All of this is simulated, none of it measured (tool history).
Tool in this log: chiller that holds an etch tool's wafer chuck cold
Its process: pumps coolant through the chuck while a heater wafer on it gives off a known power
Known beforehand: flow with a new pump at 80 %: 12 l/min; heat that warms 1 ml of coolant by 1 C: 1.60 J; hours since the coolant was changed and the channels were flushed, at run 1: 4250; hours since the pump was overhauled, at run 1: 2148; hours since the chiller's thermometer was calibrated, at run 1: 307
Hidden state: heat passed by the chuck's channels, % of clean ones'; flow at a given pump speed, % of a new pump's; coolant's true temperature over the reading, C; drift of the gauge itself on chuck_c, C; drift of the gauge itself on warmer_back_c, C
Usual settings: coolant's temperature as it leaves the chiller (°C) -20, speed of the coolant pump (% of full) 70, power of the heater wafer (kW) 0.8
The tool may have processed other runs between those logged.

run,day,coolant's temperature as it leaves the chiller (°C),speed of the coolant pump (% of full),power of the heater wafer (kW),hours since the coolant was changed and the channels were flushed,hours since the pump was overhauled,hours since the chiller's thermometer was calibrated,chuck's temperature once it has settled (°C),how much warmer the coolant comes back (C)
1,0,-20,70,0.8,4250,2148,307,-11.5,2.95
2,4.479,-27,70,0.8,4357,2256,414,-18.7,2.94
3,7.988,-17,70,0.8,4441,2340,498,-8.5,2.93
4,12.017,-17,92,0.8,4538,2436,595,-10.3,2.17
5,16,-17,92,0.8,4634,2532,691,-10.3,2.19
# day 16.588: coolant pump overhauled
6,20.871,-17,92,0.8,4746,103,802,-10.3,2.24
7,23.008,-17,89,0.906,4797,154,854,-9.2,2.64
8,25.171,-15,72,0.607,4849,206,906,-8.7,2.18
9,28.154,-15,72,0.607,4920,278,977,-8.5,2.2
10,31.729,-15,72,0.607,5006,363,1063,-8.6,2.25

Predict each of these 3 candidate next runs independently; none follows another, all start after run 10:
A,34.762,-19,82,0.43,5079,436,1136,?,?
B,34.762,-14,74,0.507,5079,436,1136,?,?
C,34.762,-19,81,0.935,5079,436,1136,?,?

run,chuck's temperature once it has settled (°C),how much warmer the coolant comes back (C)
A,-15,1.38
B,-8.7,1.83
C,-10,3.05
What these runs would have given with no unlogged condition in the tool:
run,chuck's temperature once it has settled (°C),how much warmer the coolant comes back (C)
A,-15.4,1.32
B,-9.2,1.75
C,-10.8,2.91

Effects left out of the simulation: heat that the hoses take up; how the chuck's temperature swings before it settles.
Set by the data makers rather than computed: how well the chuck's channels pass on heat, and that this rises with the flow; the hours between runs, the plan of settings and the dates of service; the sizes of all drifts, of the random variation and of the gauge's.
